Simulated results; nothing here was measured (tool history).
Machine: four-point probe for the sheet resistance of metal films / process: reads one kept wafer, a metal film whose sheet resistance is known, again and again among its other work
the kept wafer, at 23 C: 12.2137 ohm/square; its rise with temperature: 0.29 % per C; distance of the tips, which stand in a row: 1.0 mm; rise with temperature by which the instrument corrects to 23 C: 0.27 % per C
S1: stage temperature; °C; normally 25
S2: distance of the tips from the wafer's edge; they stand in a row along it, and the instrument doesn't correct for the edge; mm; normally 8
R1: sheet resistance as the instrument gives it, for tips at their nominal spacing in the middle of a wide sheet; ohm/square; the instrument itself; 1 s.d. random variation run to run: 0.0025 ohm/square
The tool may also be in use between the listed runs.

| run | day | S1 | S2 | R1 |
|---|---|---|---|---|
| 1 | 0.000 | 25 | 8 | 12.370812 |
| 2 | 4.067 | 25 | 8 | 12.371026 |
| 3 | 8.800 | 25 | 8 | 12.379784 |
|  | 9.821 | stage's thermometer calibrated |
| 4 | 14.704 | 20 | 8 | 12.389052 |
| 5 | 18.712 | 20 | 8 | 12.392092 |
| 6 | 21.488 | 25 | 8 | 12.414687 |
| 7 | 26.292 | 18 | 8 | 12.397584 |
| 8 | 31.900 | 18 | 8 | 12.400162 |
| 9 | 37.796 | 25 | 8 | 12.423312 |
| 10 | 41.029 | 25 | 47 | 12.332551 |
| 11 | 45.742 | 25 | 47 | 12.332846 |
| 12 | 50.171 | 18 | 8 | 12.422211 |
| 13 | 52.842 | 25 | 8 | 12.442036 |
| 14 | 57.800 | 25 | 8 | 12.448815 |
| 15 | 63.683 | 25 | 47 | 12.349550 |
| 16 | 66.488 | 25 | 47 | 12.353661 |
| 17 | 69.554 | 25 | 47 | 12.357287 |
| 18 | 72.096 | 25 | 47 | 12.356791 |
| 19 | 76.929 | 25 | 47 | 12.369979 |
| 20 | 80.946 | 25 | 47 | 12.367442 |
|  | 86.117 | new probe head fitted |
| 21 | 86.192 | 25 | 47 | 12.220708 |
| 22 | 91.038 | 25 | 47 | 12.225202 |
| 23 | 96.467 | 21 | 36 | 12.218509 |
| 24 | 100.979 | 21 | 36 | 12.224330 |
| 25 | 103.854 | 21 | 36 | 12.228704 |
| 26 | 107.933 | 21 | 36 | 12.227556 |
| 27 | 110.654 | 25 | 30 | 12.248314 |
| 28 | 115.642 | 25 | 30 | 12.253076 |
| 29 | 119.117 | 19 | 66 | 12.232370 |
| 30 | 121.588 | 23 | 6 | 12.428654 |
|  | 126.767 | stage's thermometer calibrated |
| 31 | 127.375 | 23 | 6 | 12.451971 |
| 32 | 131.058 | 28 | 11 | 12.352195 |
| 33 | 134.917 | 27 | 4 | 12.694093 |
| 34 | 139.429 | 27 | 4 | 12.704443 |
| 35 | 142.967 | 21 | 65 | 12.283957 |
| 36 | 148.425 | 28 | 46 | 12.309326 |
| 37 | 152.604 | 34 | 5 | 12.594876 |
| 38 | 158.300 | 34 | 5 | 12.598468 |
| 39 | 161.417 | 34 | 5 | 12.602017 |
| 40 | 165.162 | 34 | 5 | 12.602476 |
| 41 | 167.617 | 20 | 6 | 12.482502 |
| 42 | 171.129 | 29 | 6 | 12.516113 |
| 43 | 176.404 | 29 | 6 | 12.520181 |
| 44 | 181.142 | 22 | 4 | 12.722557 |

What if the next run were any one of these 3? Each begins from the tool's condition after run 44:
| A | 184.442 | 33 | 10 | ? |
| B | 184.442 | 28 | 22 | ? |
| C | 184.442 | 23 | 16 | ? |

| run | R1 |
|---|---|
| A | 12.418641 |
| B | 12.357213 |
| C | 12.347598 |
Take away the tool's hidden state, keep each run's random variation, and the runs would have read:
| run | R1 |
|---|---|
| A | 12.305296 |
| B | 12.244570 |
| C | 12.235239 |
